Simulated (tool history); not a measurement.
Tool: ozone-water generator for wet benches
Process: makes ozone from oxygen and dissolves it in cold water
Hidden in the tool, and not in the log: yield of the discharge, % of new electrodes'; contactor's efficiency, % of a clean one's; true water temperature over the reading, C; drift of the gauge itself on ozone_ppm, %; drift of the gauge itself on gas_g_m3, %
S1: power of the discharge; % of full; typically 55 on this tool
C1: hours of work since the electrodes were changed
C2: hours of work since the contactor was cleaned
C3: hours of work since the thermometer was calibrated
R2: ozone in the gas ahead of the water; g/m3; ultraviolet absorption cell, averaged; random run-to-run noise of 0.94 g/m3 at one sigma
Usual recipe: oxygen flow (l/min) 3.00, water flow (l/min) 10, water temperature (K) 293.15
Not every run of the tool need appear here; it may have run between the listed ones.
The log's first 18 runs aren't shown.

run 19 hour=1889.8 | S1=55 oxygen_flow_(l/min)=3.00 water_flow_(l/min)=11 water_temperature_(K)=293.15 | C1=6128 C2=1851 C3=4170 | dissolved_ozone_(ppm)=15.4 R2=147.7
run 20 hour=2012.6 | S1=55 oxygen_flow_(l/min)=3.00 water_flow_(l/min)=11 water_temperature_(K)=293.15 | C1=6226 C2=1949 C3=4268 | dissolved_ozone_(ppm)=15.4 R2=147.7
run 21 hour=2133.7 | S1=55 oxygen_flow_(l/min)=3.00 water_flow_(l/min)=10 water_temperature_(K)=288.15 | C1=6323 C2=2045 C3=4364 | dissolved_ozone_(ppm)=17.7 R2=146.8
run 22 hour=2250.5 | S1=55 oxygen_flow_(l/min)=3.00 water_flow_(l/min)=10 water_temperature_(K)=293.15 | C1=6416 C2=2138 C3=4458 | dissolved_ozone_(ppm)=16.4 R2=146.6
run 23 hour=2346.4 | S1=81 oxygen_flow_(l/min)=3.70 water_flow_(l/min)=13 water_temperature_(K)=289.15 | C1=6492 C2=2215 C3=4534 | dissolved_ozone_(ppm)=19.0 R2=169.9
-- hour=2356.3 water thermometer calibrated
run 24 hour=2436.8 | S1=41 oxygen_flow_(l/min)=5.01 water_flow_(l/min)=10 water_temperature_(K)=298.15 | C1=6564 C2=2286 C3=64 | dissolved_ozone_(ppm)=12.3 R2=97.0
run 25 hour=2557.5 | S1=41 oxygen_flow_(l/min)=5.01 water_flow_(l/min)=10 water_temperature_(K)=298.15 | C1=6660 C2=2383 C3=160 | dissolved_ozone_(ppm)=12.4 R2=97.2
run 26 hour=2673.9 | S1=41 oxygen_flow_(l/min)=5.01 water_flow_(l/min)=10 water_temperature_(K)=298.15 | C1=6753 C2=2475 C3=253 | dissolved_ozone_(ppm)=12.2 R2=97.2
run 27 hour=2767.9 | S1=41 oxygen_flow_(l/min)=5.01 water_flow_(l/min)=10 water_temperature_(K)=298.15 | C1=6828 C2=2550 C3=328 | dissolved_ozone_(ppm)=11.9 R2=98.5

Run 28 has not been measured yet. What should we expect?
run 28 hour=2896.5 | S1=41 oxygen_flow_(l/min)=4.30 water_flow_(l/min)=10 water_temperature_(K)=298.15 | C1=6930 C2=2653 C3=431 | dissolved_ozone_(ppm)=? R2=?

dissolved ozone (ppm): 12.1
R2: 104.5 g/m3
If the tool had no hidden condition, the same run with the same run-to-run variation would have returned dissolved ozone (ppm) 13.5, R2 112.5 g/m3.

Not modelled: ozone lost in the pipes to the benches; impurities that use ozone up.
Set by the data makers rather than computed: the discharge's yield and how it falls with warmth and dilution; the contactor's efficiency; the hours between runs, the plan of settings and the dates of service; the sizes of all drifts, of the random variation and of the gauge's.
